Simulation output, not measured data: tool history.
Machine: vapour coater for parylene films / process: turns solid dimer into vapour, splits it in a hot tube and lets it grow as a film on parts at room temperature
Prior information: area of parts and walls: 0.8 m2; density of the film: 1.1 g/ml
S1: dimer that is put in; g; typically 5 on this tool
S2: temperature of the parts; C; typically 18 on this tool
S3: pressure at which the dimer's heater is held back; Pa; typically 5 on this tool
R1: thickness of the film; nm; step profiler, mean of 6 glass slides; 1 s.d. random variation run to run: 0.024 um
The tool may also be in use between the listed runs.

run	hour	S1	S2	S3	R1
1	0	5	18	5	3250
2	41.3	5	18	5	3170
3	116.2	5	13	5	3400
4	175.9	5	19	5	3000
5	238.5	5	18	5	2990
6	305.5	5	18	5	2890
# hour 324.2: trap's valve overhauled
# hour 348.9: table's thermometer calibrated
7	371	5	18	5	3200
8	416	5	18	5	3170
9	472.7	5	18	5	3030
10	515.9	4	17	6.2	2380
11	561.6	8	20	4.98	4630
12	611.4	8	20	4.98	4560
13	648.7	2	15	3.89	1300
# hour 663.6: trap's valve overhauled
14	702	2	29	8.64	930
15	745.7	2	29	8.64	940

Measured result minus the same run's result without the hidden state. Both carry the same run-to-run variation, though not necessarily the same gauge scatter:
The tool's hidden condition here consists of: vapour lost through the trap's worn valve, %; true temperature of the parts over the reading, C; drift of the gauge itself on film_um, %.
run	R1
1	-50
2	-90
3	-200
4	-240
5	-310
6	-380
7	-80
8	-130
9	-190
10	-200
11	-460
12	-540
13	-180
14	-20
15	-30
